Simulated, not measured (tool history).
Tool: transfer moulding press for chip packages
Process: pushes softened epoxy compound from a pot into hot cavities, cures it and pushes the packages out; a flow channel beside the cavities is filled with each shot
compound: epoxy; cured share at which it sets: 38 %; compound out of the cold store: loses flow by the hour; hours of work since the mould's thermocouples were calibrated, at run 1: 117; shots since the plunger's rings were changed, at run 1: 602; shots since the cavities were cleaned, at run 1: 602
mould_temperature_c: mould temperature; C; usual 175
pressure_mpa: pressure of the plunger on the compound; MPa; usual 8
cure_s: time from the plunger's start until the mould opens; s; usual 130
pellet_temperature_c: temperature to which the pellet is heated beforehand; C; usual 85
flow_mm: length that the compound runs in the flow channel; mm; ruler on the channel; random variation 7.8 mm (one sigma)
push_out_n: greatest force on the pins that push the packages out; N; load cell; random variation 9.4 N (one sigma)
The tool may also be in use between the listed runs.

run   hour  mould_temperature_c  pressure_mpa  cure_s  pellet_temperature_c  hours of work since the mould's thermocouples were calibrated  shots since the plunger's rings were changed  shots since the cavities were cleaned  incoming compound's hours out of the cold store  flow_mm  push_out_n
  1      0                  175             8     130                    85                                                            117                                           602                                    602                                             42.7      887         616
      34.6  -- cavities cleaned with cleaning compound and waxed
  2   41.1                  175             8     130                    85                                                            139                                           912                                     51                                               12     1009         474
  3   58.5                  175             8     130                    84                                                            148                                          1048                                    187                                             31.9      944         526
  4   77.5                  175             8     130                    84                                                            158                                          1196                                    335                                               29      941         566
  5  107.8                  175          7.87     130                    85                                                            175                                          1433                                    572                                             21.3      970         641
  6  133.7                  175          7.87     130                    85                                                            189                                          1636                                    775                                             34.3      908         667
     148.5  -- cavities cleaned with cleaning compound and waxed
  7  168.5                  175             8     130                    85                                                            207                                          1897                                    157                                             38.9      903         496
  8  204.2                  175             8     130                    85                                                            226                                          2175                                    435                                             38.3      894         609
  9  228.1                  175             8     130                    85                                                            239                                          2363                                    623                                             29.8      923         650
 10  255.3                  175             8     130                    85                                                            253                                          2575                                    835                                             14.9      987         702
     259.2  -- cavities cleaned with cleaning compound and waxed
 11  297.5                  175             8     130                    85                                                            275                                          2893                                    299                                             22.1      947         551
 12  336.5                  175          7.65     130                    85                                                            296                                          3199                                    605                                             20.2      922         645
 13  362.1                  175          7.65     130                    85                                                            310                                          3399                                    805                                             32.1      873         648
     370.9  -- cavities cleaned with cleaning compound and waxed
 14  404.6                  175          7.65     130                    85                                                            332                                          3719                                    263                                             23.3      894         558
 15  439.8                  175          7.65     130                    85                                                            351                                          3995                                    539                                             26.2      876         638
 16  456.6                  175             8     130                    91                                                            360                                          4126                                    670                                             41.2      847         656
     482.5  -- cavities cleaned with cleaning compound and waxed
 17  484.8                  179             8     130                    85                                                            375                                          4335                                     18                                             22.7      906         422
 18  509.6                  175          8.58     130                    84                                                            388                                          4529                                    212                                             36.8      891         532
     515.1  -- mould's thermocouples calibrated
 19  529.4                  172             8     114                    85                                                              8                                          4668                                    351                                             23.1      934         737
     534.9  -- plunger's sealing rings changed
 20  561.5                  172             8     114                    85                                                             24                                           207                                    582                                             16.1     1034         829
 21  582.9                  167          8.16     133                    81                                                             35                                           375                                    750                                             14.1     1057         882
     600.4  -- cavities cleaned with cleaning compound and waxed
 22  612.5                  175          7.46     130                    94                                                             50                                           595                                     95                                              8.2     1004         488
 23    647                  175          7.46     130                    94                                                             69                                           865                                    365                                             18.5      957         584
 24  675.6                  175          7.46     130                    94                                                             84                                          1088                                    588                                               45      847         612
 25  708.7                  175          6.41     140                    85                                                            102                                          1347                                    847                                             12.5      897         664
     712.5  -- cavities cleaned with cleaning compound and waxed
 26  731.8                  169             8     159                    85                                                            114                                          1516                                    151                                             34.5      918         504
 27  749.3                  169             8     159                    85                                                            123                                          1652                                    287                                             39.8      914         557
     763.2  -- mould's thermocouples calibrated, once more
 28  775.9                  169             8     129                    85                                                              7                                          1845                                    480                                             33.8      940         757
 29  797.4                  175             8     143                    81                                                             18                                          2013                                    648                                               47      847         620

3 ways to go on from here, each from the tool as it stands after run 29. What would each give?
     827.1  -- cavities cleaned with cleaning compound and waxed
  A  832.6                  178             8     124                    85                                                             37                                          2277                                     43                                             14.5        ?           ?
     827.1  -- cavities cleaned with cleaning compound and waxed
  B  832.6                  175          7.75     112                    81                                                             37                                          2277                                     43                                               22        ?           ?
     827.1  -- cavities cleaned with cleaning compound and waxed
  C  832.6                  175             8     167                    85                                                             37                                          2277                                     43                                               19        ?           ?

run  flow_mm  push_out_n
  A      973         454
  B      953         539
  C      973         433
Without the tool's hidden state the same runs would have given:
run  flow_mm  push_out_n
  A     1013         422
  B      992         503
  C     1013         401
